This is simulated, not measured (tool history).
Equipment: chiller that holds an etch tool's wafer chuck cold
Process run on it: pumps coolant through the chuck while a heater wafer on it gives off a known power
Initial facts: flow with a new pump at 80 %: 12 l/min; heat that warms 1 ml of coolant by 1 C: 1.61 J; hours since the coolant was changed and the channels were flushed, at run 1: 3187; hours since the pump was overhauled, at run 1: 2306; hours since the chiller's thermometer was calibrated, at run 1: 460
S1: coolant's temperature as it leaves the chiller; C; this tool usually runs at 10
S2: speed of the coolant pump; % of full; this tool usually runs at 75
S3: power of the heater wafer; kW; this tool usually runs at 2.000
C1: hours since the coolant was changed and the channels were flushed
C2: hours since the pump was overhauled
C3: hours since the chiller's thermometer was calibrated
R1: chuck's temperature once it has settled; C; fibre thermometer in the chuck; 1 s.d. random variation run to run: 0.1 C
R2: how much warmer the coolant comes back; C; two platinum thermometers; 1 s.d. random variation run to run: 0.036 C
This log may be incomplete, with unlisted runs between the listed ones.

run 1 hour=0.0 | S1=10 S2=75 S3=2.000 | C1=3187 C2=2306 C3=460 | R1=24.5 R2=6.78
run 2 hour=61.8 | S1=10 S2=80 S3=2.000 | C1=3248 C2=2368 C3=521 | R1=23.7 R2=6.36
run 3 hour=108.1 | S1=10 S2=80 S3=2.000 | C1=3295 C2=2414 C3=568 | R1=23.6 R2=6.34
run 4 hour=169.1 | S1=10 S2=80 S3=2.000 | C1=3356 C2=2475 C3=629 | R1=23.5 R2=6.32
run 5 hour=240.8 | S1=10 S2=80 S3=2.000 | C1=3428 C2=2547 C3=700 | R1=23.4 R2=6.34
run 6 hour=314.2 | S1=10 S2=80 S3=2.000 | C1=3501 C2=2620 C3=774 | R1=23.7 R2=6.34
run 7 hour=369.7 | S1=10 S2=80 S3=2.000 | C1=3556 C2=2676 C3=829 | R1=23.6 R2=6.39
run 8 hour=444.3 | S1=10 S2=80 S3=2.000 | C1=3631 C2=2750 C3=904 | R1=23.5 R2=6.33
run 9 hour=491.0 | S1=10 S2=80 S3=2.000 | C1=3678 C2=2797 C3=951 | R1=23.6 R2=6.35
run 10 hour=559.3 | S1=10 S2=63 S3=2.000 | C1=3746 C2=2865 C3=1019 | R1=27.0 R2=8.38
run 11 hour=597.4 | S1=10 S2=63 S3=2.000 | C1=3784 C2=2903 C3=1057 | R1=27.0 R2=8.41
run 12 hour=659.9 | S1=10 S2=63 S3=2.000 | C1=3847 C2=2966 C3=1120 | R1=26.8 R2=8.40
run 13 hour=732.0 | S1=5 S2=75 S3=2.000 | C1=3919 C2=3038 C3=1192 | R1=19.4 R2=6.86
run 14 hour=796.9 | S1=15 S2=75 S3=2.152 | C1=3984 C2=3103 C3=1257 | R1=30.8 R2=7.38
run 15 hour=836.3 | S1=15 S2=75 S3=2.152 | C1=4023 C2=3142 C3=1296 | R1=30.6 R2=7.34
run 16 hour=911.6 | S1=11 S2=82 S3=2.161 | C1=4098 C2=3218 C3=1371 | R1=25.6 R2=6.66
run 17 hour=971.2 | S1=11 S2=82 S3=2.161 | C1=4158 C2=3277 C3=1431 | R1=25.8 R2=6.66
run 18 hour=1037.4 | S1=11 S2=95 S3=1.293 | C1=4224 C2=3343 C3=1497 | R1=18.5 R2=3.45
run 19 hour=1131.5 | S1=11 S2=95 S3=1.293 | C1=4318 C2=3437 C3=1591 | R1=18.5 R2=3.39
run 20 hour=1221.6 | S1=7 S2=99 S3=1.646 | C1=4408 C2=3528 C3=1681 | R1=16.3 R2=4.21
run 21 hour=1289.2 | S1=5 S2=96 S3=1.883 | C1=4476 C2=3595 C3=1749 | R1=15.9 R2=4.89
run 22 hour=1339.4 | S1=5 S2=96 S3=1.883 | C1=4526 C2=3645 C3=1799 | R1=16.0 R2=4.90
run 23 hour=1402.9 | S1=1 S2=65 S3=2.000 | C1=4590 C2=3709 C3=1863 | R1=17.6 R2=8.14
run 24 hour=1457.1 | S1=9 S2=65 S3=2.000 | C1=4644 C2=3763 C3=1917 | R1=25.8 R2=8.12
run 25 hour=1496.7 | S1=16 S2=79 S3=1.011 | C1=4683 C2=3803 C3=1956 | R1=22.8 R2=3.31

Below, some changes in R1 between adjacent runs. For each, the amount present without the hidden state too (settings, incoming material, random variation) and the amount remaining for the hidden state with gauge scatter not shared by both compared results:
Hidden state at play: heat passed by the chuck's channels, % of clean ones'; flow at a given pump speed, % of a new pump's; coolant's true temperature over the reading, C; drift of the gauge itself on chuck_c, C; drift of the gauge itself on warmer_back_c, C.
Run 13 -> 14: S1 5 -> 15, S3 2.000 -> 2.152. R1 +11.4 C: hidden state +0.1, all else +11.3.
Run 17 -> 18: S2 82 -> 95, S3 2.161 -> 1.293. R1 -7.3 C: hidden state -0.4, all else -6.9.
Run 23 -> 24: S1 1 -> 9. R1 +8.2 C: hidden state +0.1, all else +8.1.
Run 24 -> 25: S1 9 -> 16, S2 65 -> 79, S3 2.000 -> 1.011. R1 -3.0 C: hidden state -0.7, all else -2.3.
